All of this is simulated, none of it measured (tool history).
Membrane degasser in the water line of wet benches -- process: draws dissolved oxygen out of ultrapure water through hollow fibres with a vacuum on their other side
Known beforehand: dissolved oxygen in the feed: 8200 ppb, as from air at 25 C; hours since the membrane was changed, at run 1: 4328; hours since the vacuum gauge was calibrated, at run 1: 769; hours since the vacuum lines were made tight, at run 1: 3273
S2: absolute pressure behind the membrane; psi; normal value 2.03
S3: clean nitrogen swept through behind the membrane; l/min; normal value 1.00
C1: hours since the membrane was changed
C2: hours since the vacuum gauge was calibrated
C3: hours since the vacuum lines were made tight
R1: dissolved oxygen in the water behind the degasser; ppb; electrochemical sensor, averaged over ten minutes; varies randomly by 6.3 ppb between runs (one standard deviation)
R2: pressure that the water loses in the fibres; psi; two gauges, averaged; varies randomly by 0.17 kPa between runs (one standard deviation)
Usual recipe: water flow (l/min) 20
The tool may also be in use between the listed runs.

Run 1, hour 0.0: usual settings; C1 4328; C2 769; C3 3273. Result: R1 627.8 ppb, R2 3.877 psi.
Run 2, hour 93.4: usual settings; C1 4421; C2 862; C3 3366. Result: R1 633.4 ppb, R2 3.907 psi.
Run 3, hour 192.2: usual settings; C1 4520; C2 961; C3 3465. Result: R1 625.7 ppb, R2 3.865 psi.
Run 4, hour 260.2: usual settings; C1 4588; C2 1029; C3 3533. Result: R1 631.6 ppb, R2 3.862 psi.
Run 5, hour 338.1: usual settings but S3 0.41 l/min; C1 4666; C2 1107; C3 3611. Result: R1 1074.6 ppb, R2 3.910 psi.
Run 6, hour 396.7: usual settings but S3 0.41 l/min; C1 4724; C2 1166; C3 3670. Result: R1 1055.4 ppb, R2 3.886 psi.
Run 7, hour 444.4: usual settings but S3 0.41 l/min; C1 4772; C2 1213; C3 3717. Result: R1 1080.5 ppb, R2 3.907 psi.
Run 8, hour 494.2: usual settings; C1 4822; C2 1263; C3 3767. Result: R1 627.8 ppb, R2 3.900 psi.
Run 9, hour 566.0: usual settings but S3 0.71 l/min; C1 4894; C2 1335; C3 3839. Result: R1 772.3 ppb, R2 3.867 psi.
Run 10, hour 651.8: usual settings but water flow (l/min) 32; C1 4980; C2 1421; C3 3925. Result: R1 1097.3 ppb, R2 6.190 psi.
Run 11, hour 717.8: usual settings but water flow (l/min) 32; C1 5046; C2 1487; C3 3991. Result: R1 1109.8 ppb, R2 6.199 psi.
Run 12, hour 806.8: usual settings but water flow (l/min) 32; C1 5135; C2 1576; C3 4080. Result: R1 1081.8 ppb, R2 6.211 psi.
Run 13, hour 883.9: usual settings but water flow (l/min) 32; C1 5212; C2 1653; C3 4157. Result: R1 1099.6 ppb, R2 6.177 psi.
Run 14, hour 935.4: usual settings but water flow (l/min) 32; C1 5263; C2 1704; C3 4208. Result: R1 1087.0 ppb, R2 6.195 psi.
Run 15, hour 1001.8: usual settings but water flow (l/min) 32; C1 5330; C2 1771; C3 4275. Result: R1 1091.6 ppb, R2 6.208 psi.
Run 16, hour 1056.6: usual settings but water flow (l/min) 32; C1 5384; C2 1826; C3 4330. Result: R1 1065.7 ppb, R2 6.221 psi.
Run 17, hour 1150.1: usual settings but S2 1.51 psi, S3 0.49 l/min; C1 5478; C2 1919; C3 4423. Result: R1 723.7 ppb, R2 3.812 psi.
Run 18, hour 1246.3: usual settings but S2 3.83 psi, S3 0.91 l/min; C1 5574; C2 2015; C3 4519. Result: R1 1160.6 ppb, R2 3.875 psi.
Run 19, hour 1331.1: usual settings but water flow (l/min) 23, S2 1.28 psi, S3 1.08 l/min; C1 5659; C2 2100; C3 4604. Result: R1 500.3 ppb, R2 4.448 psi.
Run 20, hour 1438.0: usual settings but water flow (l/min) 23, S2 1.28 psi, S3 1.08 l/min; C1 5766; C2 2207; C3 4711. Result: R1 507.1 ppb, R2 4.502 psi.
Run 21, hour 1521.1: usual settings but water flow (l/min) 26, S2 1.87 psi, S3 2.88 l/min; C1 5849; C2 2290; C3 4794. Result: R1 523.9 ppb, R2 5.055 psi.
Run 22, hour 1615.4: usual settings but water flow (l/min) 24, S2 2.86 psi, S3 1.61 l/min; C1 5943; C2 2384; C3 4888. Result: R1 781.2 ppb, R2 4.662 psi.
Run 23, hour 1723.3: usual settings but water flow (l/min) 13, S2 2.86 psi, S3 2.30 l/min; C1 6051; C2 2492; C3 4996. Result: R1 271.3 ppb, R2 2.508 psi.
Run 24, hour 1778.8: usual settings but water flow (l/min) 13, S2 1.45 psi, S3 0.99 l/min; C1 6107; C2 2548; C3 5052. Result: R1 262.9 ppb, R2 2.554 psi.
Run 25, hour 1849.0: usual settings but water flow (l/min) 27, S2 1.77 psi, S3 0.60 l/min; C1 6177; C2 2618; C3 5122. Result: R1 1050.7 ppb, R2 5.210 psi.
Run 26, hour 1911.8: usual settings but water flow (l/min) 26, S3 2.12 l/min; C1 6240; C2 2681; C3 5185. Result: R1 615.9 ppb, R2 5.036 psi.
Run 27, hour 2008.1: usual settings but water flow (l/min) 13, S3 1.68 l/min; C1 6336; C2 2777; C3 5281. Result: R1 254.3 ppb, R2 2.535 psi.
Run 28, hour 2073.3: usual settings but water flow (l/min) 13, S3 1.68 l/min; C1 6401; C2 2842; C3 5346. Result: R1 252.0 ppb, R2 2.519 psi.
Run 29, hour 2173.9: usual settings but S3 2.02 l/min; C1 6502; C2 2943; C3 5447. Result: R1 431.1 ppb, R2 3.894 psi.
Run 30, hour 2222.6: usual settings but S3 2.02 l/min; C1 6550; C2 2992; C3 5496. Result: R1 430.0 ppb, R2 3.903 psi.

Run 31 is up next; what results do you expect?
Run 31, hour 2323.8: usual settings but S3 2.02 l/min; C1 6652; C2 3093; C3 5597. Result: R1 ?, R2 ?.

Run 31 measured R1 418.4 ppb, R2 3.823 psi.
Take away the tool's hidden state, keep the run-to-run variation as it was, and the same run would have given R1 417.7 ppb, R2 3.820 psi.
